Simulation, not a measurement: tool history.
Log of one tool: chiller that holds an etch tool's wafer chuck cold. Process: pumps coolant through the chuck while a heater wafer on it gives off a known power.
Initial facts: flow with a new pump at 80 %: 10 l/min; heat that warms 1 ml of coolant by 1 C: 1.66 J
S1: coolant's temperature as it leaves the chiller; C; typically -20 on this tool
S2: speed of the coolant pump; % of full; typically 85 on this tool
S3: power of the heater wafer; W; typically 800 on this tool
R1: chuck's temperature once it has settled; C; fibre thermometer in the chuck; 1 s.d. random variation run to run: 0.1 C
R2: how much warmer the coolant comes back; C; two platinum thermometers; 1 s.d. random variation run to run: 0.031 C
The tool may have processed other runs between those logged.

run 1 hour=0 | S1=-20 S2=85 S3=800 | R1=-10.6 R2=2.68
run 2 hour=32.7 | S1=-20 S2=85 S3=800 | R1=-10.8 R2=2.66
run 3 hour=63.9 | S1=-20 S2=85 S3=800 | R1=-10.8 R2=2.67
run 4 hour=99.6 | S1=-20 S2=85 S3=800 | R1=-10.6 R2=2.73
run 5 hour=116.3 | S1=-20 S2=85 S3=800 | R1=-10.8 R2=2.68
run 6 hour=140.4 | S1=-20 S2=85 S3=615 | R1=-13 R2=2.08
run 7 hour=157.1 | S1=-20 S2=85 S3=615 | R1=-13.1 R2=2.02
run 8 hour=171.9 | S1=-20 S2=85 S3=615 | R1=-13.1 R2=2.04
run 9 hour=189 | S1=-20 S2=85 S3=800 | R1=-11.1 R2=2.66
run 10 hour=211.6 | S1=-20 S2=85 S3=800 | R1=-10.9 R2=2.71
run 11 hour=246.1 | S1=-20 S2=85 S3=800 | R1=-10.7 R2=2.6
run 12 hour=269.4 | S1=-20 S2=88 S3=800 | R1=-11.2 R2=2.48
run 13 hour=290.9 | S1=-20 S2=85 S3=800 | R1=-10.7 R2=2.65
run 14 hour=316.4 | S1=-20 S2=85 S3=800 | R1=-10.7 R2=2.64
run 15 hour=335.6 | S1=-16 S2=73 S3=768 | R1=-6 R2=3.01

Forecast run 16:
run 16 hour=364.1 | S1=-16 S2=73 S3=768 | R1=? R2=?

Logged for run 16: R1 -5.8 C, R2 3.02 C.
Without the tool's hidden state the same run would have given R1 -5.8 C, R2 3.1 C.
